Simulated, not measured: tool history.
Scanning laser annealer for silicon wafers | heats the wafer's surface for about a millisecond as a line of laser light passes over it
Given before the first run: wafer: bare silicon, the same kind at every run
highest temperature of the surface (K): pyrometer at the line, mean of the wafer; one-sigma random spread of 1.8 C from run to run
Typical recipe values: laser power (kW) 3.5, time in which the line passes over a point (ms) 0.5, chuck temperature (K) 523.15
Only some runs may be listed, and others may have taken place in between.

run	hour	laser power (kW)	time in which the line passes over a point (ms)	chuck temperature (K)	highest temperature of the surface (K)
1	0	3.5	0.5	523.15	1320.15
2	15	3.5	0.5	523.15	1318.15
3	36.2	3.5	0.5	523.15	1321.15
4	48.4	3.5	0.5	528.15	1324.15
5	57.8	3.102	0.5	523.15	1206.15
6	71.7	3.102	0.5	523.15	1205.15
7	88	3.102	0.5	551.15	1234.15
8	110.3	3.795	0.5	523.15	1399.15
9	130	3.5	0.402	523.15	1226.15
10	145.2	3.5	0.402	523.15	1228.15
11	166.8	3.5	0.5	523.15	1317.15
12	181.6	3.5	0.5	498.15	1289.15
13	196.3	3.5	0.5	498.15	1291.15
14	218.4	3.053	0.42	515.15	1119.15
15	239.8	3.55	0.5	523.15	1329.15
16	263.2	3.298	0.564	516.15	1297.15
17	285.4	3.572	0.546	557.15	1407.15
18	298.7	3.253	0.5	525.15	1243.15
19	321.5	3.457	0.5	523.15	1298.15
20	330.6	3.801	0.595	518.15	1469.15
21	351.7	3.329	0.49	507.15	1236.15
22	370.2	3.329	0.49	507.15	1236.15
23	387.2	3.088	0.541	484.15	1182.15

Missing from the log above: 2 entries noted between runs. For each, name the pair of listed runs it sits between and say how the tool's hidden condition differs from the listed run just before to the listed run just after:
After run 15, before run 16: laser's power meter calibrated (hour 244)
  light that passes the window, % of a clean one's: 98.49 -> 98.43; laser's true power over the reading, %: 0.33 -> 0.38; width of the line over the set one, %: 0.78 -> 0.8
  measured result minus the result with no hidden state, highest temperature of the surface (K): -16 -> -17
After run 18, before run 19: laser's power meter calibrated, once more (hour 316.1)
  light that passes the window, % of a clean one's: 98.33 -> 98.27; laser's true power over the reading, %: 0.39 -> 0.13; width of the line over the set one, %: 0.85 -> 0.87
  measured result minus the result with no hidden state, highest temperature of the surface (K): -16 -> -20

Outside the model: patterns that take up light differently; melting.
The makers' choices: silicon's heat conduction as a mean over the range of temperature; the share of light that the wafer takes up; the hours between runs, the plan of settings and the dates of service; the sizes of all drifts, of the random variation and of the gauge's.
